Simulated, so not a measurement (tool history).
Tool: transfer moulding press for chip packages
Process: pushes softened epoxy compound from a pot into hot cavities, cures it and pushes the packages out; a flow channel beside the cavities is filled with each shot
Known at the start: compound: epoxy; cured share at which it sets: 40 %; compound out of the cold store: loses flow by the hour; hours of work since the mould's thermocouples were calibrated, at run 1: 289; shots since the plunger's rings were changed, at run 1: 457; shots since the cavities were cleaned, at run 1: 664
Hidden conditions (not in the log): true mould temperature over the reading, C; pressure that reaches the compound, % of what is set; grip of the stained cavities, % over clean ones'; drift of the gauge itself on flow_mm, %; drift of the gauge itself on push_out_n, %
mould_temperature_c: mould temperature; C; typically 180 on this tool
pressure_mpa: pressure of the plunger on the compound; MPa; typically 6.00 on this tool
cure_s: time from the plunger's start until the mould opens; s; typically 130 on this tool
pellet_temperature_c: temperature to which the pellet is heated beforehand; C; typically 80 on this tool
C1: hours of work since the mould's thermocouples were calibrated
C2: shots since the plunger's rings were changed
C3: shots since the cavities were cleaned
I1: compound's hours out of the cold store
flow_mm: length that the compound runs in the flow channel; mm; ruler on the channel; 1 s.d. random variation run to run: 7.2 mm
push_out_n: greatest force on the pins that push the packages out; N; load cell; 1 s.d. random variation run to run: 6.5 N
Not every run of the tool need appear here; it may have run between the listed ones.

run 1 day=0.000 | mould_temperature_c=180 pressure_mpa=6.00 cure_s=130 pellet_temperature_c=80 | C1=289 C2=457 C3=664 | I1=38.1 | flow_mm=813 push_out_n=444
run 2 day=0.829 | mould_temperature_c=180 pressure_mpa=6.00 cure_s=130 pellet_temperature_c=80 | C1=300 C2=610 C3=817 | I1=18.4 | flow_mm=844 push_out_n=476
-- day=1.029 cavities cleaned with cleaning compound and waxed
run 3 day=1.517 | mould_temperature_c=180 pressure_mpa=6.00 cure_s=130 pellet_temperature_c=88 | C1=308 C2=725 C3=90 | I1=32.0 | flow_mm=829 push_out_n=594
run 4 day=2.350 | mould_temperature_c=180 pressure_mpa=6.00 cure_s=130 pellet_temperature_c=88 | C1=319 C2=877 C3=242 | I1=30.5 | flow_mm=829 push_out_n=560
run 5 day=2.992 | mould_temperature_c=180 pressure_mpa=5.02 cure_s=130 pellet_temperature_c=80 | C1=328 C2=996 C3=361 | I1=32.4 | flow_mm=745 push_out_n=555
run 6 day=4.396 | mould_temperature_c=180 pressure_mpa=6.00 cure_s=130 pellet_temperature_c=80 | C1=346 C2=1253 C3=618 | I1=29.8 | flow_mm=804 push_out_n=536
-- day=5.679 cavities cleaned with cleaning compound and waxed
run 7 day=5.917 | mould_temperature_c=180 pressure_mpa=6.00 cure_s=130 pellet_temperature_c=75 | C1=366 C2=1521 C3=43 | I1=21.9 | flow_mm=821 push_out_n=287
run 8 day=7.096 | mould_temperature_c=180 pressure_mpa=6.00 cure_s=130 pellet_temperature_c=74 | C1=381 C2=1738 C3=260 | I1=44.1 | flow_mm=779 push_out_n=388
run 9 day=8.329 | mould_temperature_c=180 pressure_mpa=6.00 cure_s=130 pellet_temperature_c=80 | C1=398 C2=1964 C3=486 | I1=42.9 | flow_mm=784 push_out_n=440
-- day=8.558 cavities cleaned with cleaning compound and waxed, once more
run 10 day=9.925 | mould_temperature_c=180 pressure_mpa=6.00 cure_s=130 pellet_temperature_c=81 | C1=418 C2=2246 C3=251 | I1=12.1 | flow_mm=822 push_out_n=390
run 11 day=11.371 | mould_temperature_c=180 pressure_mpa=6.00 cure_s=130 pellet_temperature_c=86 | C1=437 C2=2511 C3=516 | I1=31.8 | flow_mm=780 push_out_n=454
run 12 day=12.733 | mould_temperature_c=184 pressure_mpa=6.00 cure_s=130 pellet_temperature_c=86 | C1=455 C2=2762 C3=767 | I1=37.0 | flow_mm=764 push_out_n=481
-- day=13.217 cavities cleaned with cleaning compound and waxed
run 13 day=14.062 | mould_temperature_c=184 pressure_mpa=6.00 cure_s=130 pellet_temperature_c=86 | C1=472 C2=2994 C3=155 | I1=13.1 | flow_mm=812 push_out_n=333
run 14 day=15.408 | mould_temperature_c=180 pressure_mpa=6.00 cure_s=130 pellet_temperature_c=87 | C1=490 C2=3241 C3=402 | I1=21.8 | flow_mm=796 push_out_n=436
run 15 day=16.058 | mould_temperature_c=180 pressure_mpa=5.93 cure_s=130 pellet_temperature_c=80 | C1=499 C2=3361 C3=522 | I1=24.4 | flow_mm=796 push_out_n=449
run 16 day=17.246 | mould_temperature_c=180 pressure_mpa=5.93 cure_s=130 pellet_temperature_c=80 | C1=515 C2=3579 C3=740 | I1=43.7 | flow_mm=759 push_out_n=494
-- day=17.883 cavities cleaned with cleaning compound and waxed
run 17 day=18.604 | mould_temperature_c=176 pressure_mpa=5.81 cure_s=134 pellet_temperature_c=80 | C1=532 C2=3817 C3=133 | I1=46.9 | flow_mm=756 push_out_n=353
-- day=19.171 plunger's sealing rings changed
run 18 day=19.679 | mould_temperature_c=176 pressure_mpa=7.05 cure_s=116 pellet_temperature_c=80 | C1=545 C2=93 C3=311 | I1=36.9 | flow_mm=887 push_out_n=510
run 19 day=20.888 | mould_temperature_c=177 pressure_mpa=7.05 cure_s=116 pellet_temperature_c=80 | C1=561 C2=315 C3=533 | I1=37.9 | flow_mm=911 push_out_n=554
run 20 day=22.371 | mould_temperature_c=177 pressure_mpa=7.05 cure_s=116 pellet_temperature_c=80 | C1=581 C2=588 C3=806 | I1=13.3 | flow_mm=920 push_out_n=609
-- day=22.633 cavities cleaned with cleaning compound and waxed
run 21 day=23.383 | mould_temperature_c=177 pressure_mpa=7.05 cure_s=116 pellet_temperature_c=80 | C1=593 C2=762 C3=138 | I1=41.3 | flow_mm=878 push_out_n=390
-- day=23.738 mould's thermocouples calibrated
run 22 day=24.938 | mould_temperature_c=177 pressure_mpa=7.05 cure_s=116 pellet_temperature_c=80 | C1=16 C2=1032 C3=408 | I1=38.4 | flow_mm=874 push_out_n=488
run 23 day=25.612 | mould_temperature_c=177 pressure_mpa=7.05 cure_s=116 pellet_temperature_c=80 | C1=25 C2=1156 C3=532 | I1=34.8 | flow_mm=877 push_out_n=526
run 24 day=26.804 | mould_temperature_c=177 pressure_mpa=7.05 cure_s=116 pellet_temperature_c=80 | C1=41 C2=1375 C3=751 | I1=37.8 | flow_mm=868 push_out_n=568
-- day=27.342 cavities cleaned with cleaning compound and waxed
run 25 day=28.238 | mould_temperature_c=185 pressure_mpa=6.35 cure_s=124 pellet_temperature_c=80 | C1=59 C2=1627 C3=165 | I1=9.6 | flow_mm=856 push_out_n=330
run 26 day=29.750 | mould_temperature_c=180 pressure_mpa=5.17 cure_s=130 pellet_temperature_c=80 | C1=79 C2=1904 C3=442 | I1=14.2 | flow_mm=774 push_out_n=426
run 27 day=30.925 | mould_temperature_c=180 pressure_mpa=5.17 cure_s=130 pellet_temperature_c=78 | C1=95 C2=2120 C3=658 | I1=14.9 | flow_mm=760 push_out_n=471
-- day=32.008 cavities cleaned with cleaning compound and waxed
run 28 day=32.375 | mould_temperature_c=180 pressure_mpa=5.17 cure_s=130 pellet_temperature_c=78 | C1=113 C2=2374 C3=67 | I1=30.9 | flow_mm=738 push_out_n=308
run 29 day=33.729 | mould_temperature_c=177 pressure_mpa=5.57 cure_s=130 pellet_temperature_c=78 | C1=131 C2=2624 C3=317 | I1=8.7 | flow_mm=800 push_out_n=438

Per-run results on a tool with no hidden state, each run keeping its own random variation:
run=1 flow_mm=819 push_out_n=245
run=2 flow_mm=853 push_out_n=251
run=3 flow_mm=839 push_out_n=253
run=4 flow_mm=841 push_out_n=246
run=5 flow_mm=758 push_out_n=250
run=6 flow_mm=822 push_out_n=247
run=7 flow_mm=843 push_out_n=254
run=8 flow_mm=803 push_out_n=256
run=9 flow_mm=812 push_out_n=249
run=10 flow_mm=855 push_out_n=255
run=11 flow_mm=816 push_out_n=254
run=12 flow_mm=803 push_out_n=254
run=13 flow_mm=858 push_out_n=244
run=14 flow_mm=845 push_out_n=258
run=15 flow_mm=846 push_out_n=249
run=16 flow_mm=810 push_out_n=259
run=17 flow_mm=812 push_out_n=260
run=18 flow_mm=886 push_out_n=311
run=19 flow_mm=915 push_out_n=303
run=20 flow_mm=928 push_out_n=307
run=21 flow_mm=889 push_out_n=293
run=22 flow_mm=891 push_out_n=293
run=23 flow_mm=896 push_out_n=297
run=24 flow_mm=891 push_out_n=303
run=25 flow_mm=882 push_out_n=240
run=26 flow_mm=802 push_out_n=246
run=27 flow_mm=792 push_out_n=254
run=28 flow_mm=772 push_out_n=256
run=29 flow_mm=841 push_out_n=273
